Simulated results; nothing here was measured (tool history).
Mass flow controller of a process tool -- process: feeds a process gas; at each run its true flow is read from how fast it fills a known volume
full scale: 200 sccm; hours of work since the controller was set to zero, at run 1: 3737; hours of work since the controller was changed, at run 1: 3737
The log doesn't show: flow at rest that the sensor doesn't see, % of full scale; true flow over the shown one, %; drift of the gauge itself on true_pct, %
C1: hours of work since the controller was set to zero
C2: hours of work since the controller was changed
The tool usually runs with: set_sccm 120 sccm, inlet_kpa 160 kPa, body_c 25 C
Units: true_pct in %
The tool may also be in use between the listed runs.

Run 1, hour 0.0: usual settings; C1 3737; C2 3737. Result: true_pct 98.35 %.
Run 2, hour 170.2: usual settings; C1 3799; C2 3799. Result: true_pct 98.69 %.
Run 3, hour 474.7: usual settings; C1 3911; C2 3911. Result: true_pct 98.51 %.
Run 4, hour 659.1: usual settings; C1 3979; C2 3979. Result: true_pct 98.79 %.
Run 5, hour 810.0: usual settings; C1 4035; C2 4035. Result: true_pct 98.77 %.
Run 6, hour 998.6: usual settings; C1 4104; C2 4104. Result: true_pct 98.88 %.
Run 7, hour 1305.2: usual settings; C1 4217; C2 4217. Result: true_pct 99.09 %.
Run 8, hour 1436.2: usual settings but body_c 30 C; C1 4265; C2 4265. Result: true_pct 98.57 %.
Run 9, hour 1745.7: usual settings but body_c 30 C; C1 4379; C2 4379. Result: true_pct 98.83 %.
Run 10, hour 1872.2: usual settings but body_c 30 C; C1 4426; C2 4426. Result: true_pct 98.90 %.
Run 11, hour 2013.5: usual settings but body_c 30 C; C1 4478; C2 4478. Result: true_pct 99.06 %.
Run 12, hour 2290.6: usual settings but body_c 30 C; C1 4580; C2 4580. Result: true_pct 99.08 %.
Run 13, hour 2492.8: usual settings but body_c 30 C; C1 4654; C2 4654. Result: true_pct 99.22 %.
Run 14, hour 2764.1: usual settings but body_c 30 C; C1 4754; C2 4754. Result: true_pct 99.25 %.
Run 15, hour 2959.3: usual settings but inlet_kpa 217 kPa, body_c 30 C; C1 4826; C2 4826. Result: true_pct 99.70 %.
Run 16, hour 3160.2: usual settings but inlet_kpa 164 kPa; C1 4900; C2 4900. Result: true_pct 100.00 %.
Run 17, hour 3374.6: usual settings but body_c 33 C; C1 4979; C2 4979. Result: true_pct 99.33 %.
Run 18, hour 3537.1: usual settings but inlet_kpa 145 kPa; C1 5039; C2 5039. Result: true_pct 100.19 %.
Run 19, hour 3708.2: usual settings but inlet_kpa 145 kPa; C1 5102; C2 5102. Result: true_pct 100.14 %.
Run 20, hour 3866.8: usual settings but inlet_kpa 205 kPa; C1 5160; C2 5160. Result: true_pct 100.44 %.
Run 21, hour 4021.0: usual settings; C1 5217; C2 5217. Result: true_pct 100.40 %.
Run 22, hour 4148.1: usual settings; C1 5264; C2 5264. Result: true_pct 100.44 %.
Run 23, hour 4455.0: usual settings; C1 5377; C2 5377. Result: true_pct 100.67 %.
Run 24, hour 4751.3: usual settings; C1 5486; C2 5486. Result: true_pct 100.77 %.
At hour 4827.1: gauge calibrated.
Run 25, hour 4935.8: usual settings but body_c 28 C; C1 5554; C2 5554. Result: true_pct 98.20 %.
Run 26, hour 5093.9: usual settings but set_sccm 44 sccm, inlet_kpa 169 kPa, body_c 28 C; C1 5612; C2 5612. Result: true_pct 97.07 %.
Run 27, hour 5397.9: usual settings but set_sccm 98 sccm, inlet_kpa 169 kPa, body_c 21 C; C1 5724; C2 5724. Result: true_pct 98.85 %.
Run 28, hour 5697.7: usual settings but inlet_kpa 244 kPa; C1 5834; C2 5834. Result: true_pct 99.12 %.
Run 29, hour 5992.8: usual settings but set_sccm 105 sccm, inlet_kpa 244 kPa, body_c 21 C; C1 5943; C2 5943. Result: true_pct 99.63 %.
Run 30, hour 6278.7: usual settings but body_c 23 C; C1 6048; C2 6048. Result: true_pct 99.36 %.
Run 31, hour 6421.9: usual settings but set_sccm 164 sccm, inlet_kpa 228 kPa, body_c 29 C; C1 6101; C2 6101. Result: true_pct 99.82 %.
Run 32, hour 6708.5: usual settings but set_sccm 36 sccm, body_c 21 C; C1 6206; C2 6206. Result: true_pct 98.48 %.
Run 33, hour 6909.6: usual settings but set_sccm 24 sccm, body_c 24 C; C1 6280; C2 6280. Result: true_pct 97.90 %.
Run 34, hour 7159.7: usual settings but set_sccm 33 sccm, inlet_kpa 215 kPa; C1 6372; C2 6372. Result: true_pct 98.20 %.
Run 35, hour 7404.1: usual settings but set_sccm 33 sccm, inlet_kpa 215 kPa; C1 6462; C2 6462. Result: true_pct 98.37 %.
Run 36, hour 7566.2: usual settings but set_sccm 64 sccm, inlet_kpa 177 kPa, body_c 27 C; C1 6522; C2 6522. Result: true_pct 98.59 %.
Run 37, hour 7772.0: usual settings but set_sccm 132 sccm, inlet_kpa 271 kPa; C1 6598; C2 6598. Result: true_pct 100.46 %.
At hour 7821.9: controller's zero set anew.
Run 38, hour 8014.6: usual settings but set_sccm 132 sccm, inlet_kpa 233 kPa; C1 71; C2 6687. Result: true_pct 100.53 %.
Run 39, hour 8261.3: usual settings but set_sccm 132 sccm, inlet_kpa 233 kPa; C1 162; C2 6778. Result: true_pct 100.69 %.
Run 40, hour 8540.7: usual settings but set_sccm 132 sccm, inlet_kpa 233 kPa; C1 265; C2 6881. Result: true_pct 100.78 %.
Run 41, hour 8722.5: usual settings but set_sccm 183 sccm, inlet_kpa 149 kPa, body_c 22 C; C1 332; C2 6947. Result: true_pct 101.66 %.
Run 42, hour 9026.4: usual settings but set_sccm 183 sccm, inlet_kpa 149 kPa, body_c 22 C; C1 443; C2 7059. Result: true_pct 101.98 %.
Run 43, hour 9308.9: usual settings but set_sccm 126 sccm, inlet_kpa 185 kPa; C1 547; C2 7163. Result: true_pct 100.86 %.
Run 44, hour 9493.2: usual settings but set_sccm 126 sccm, inlet_kpa 185 kPa; C1 615; C2 7231. Result: true_pct 100.99 %.
Run 45, hour 9649.0: usual settings but set_sccm 62 sccm, inlet_kpa 251 kPa, body_c 33 C; C1 673; C2 7289. Result: true_pct 99.45 %.
Run 46, hour 9952.6: usual settings but set_sccm 93 sccm, inlet_kpa 256 kPa, body_c 20 C; C1 784; C2 7400. Result: true_pct 101.45 %.
Run 47, hour 10123.0: usual settings but set_sccm 49 sccm; C1 847; C2 7463. Result: true_pct 99.84 %.
Run 48, hour 10419.6: usual settings but set_sccm 20 sccm, inlet_kpa 174 kPa, body_c 28 C; C1 956; C2 7572. Result: true_pct 99.16 %.

What if the next run were any one of these 4? Each begins from the tool's condition after run 48:
Run A, hour 10708.0: usual settings; C1 1062; C2 7678. Result: true_pct ?.
Run B, hour 10708.0: usual settings but set_sccm 20 sccm, inlet_kpa 174 kPa, body_c 27 C; C1 1062; C2 7678. Result: true_pct ?.
Run C, hour 10708.0: usual settings but set_sccm 22 sccm, inlet_kpa 264 kPa, body_c 33 C; C1 1062; C2 7678. Result: true_pct ?.
Run D, hour 10708.0: usual settings but body_c 40 C; C1 1062; C2 7678. Result: true_pct ?.

run  true_pct
  A    101.37
  B     99.40
  C     99.29
  D     99.93
With no hidden state in the tool, these same runs would have given:
run  true_pct
  A     98.50
  B     96.59
  C     96.48
  D     97.10

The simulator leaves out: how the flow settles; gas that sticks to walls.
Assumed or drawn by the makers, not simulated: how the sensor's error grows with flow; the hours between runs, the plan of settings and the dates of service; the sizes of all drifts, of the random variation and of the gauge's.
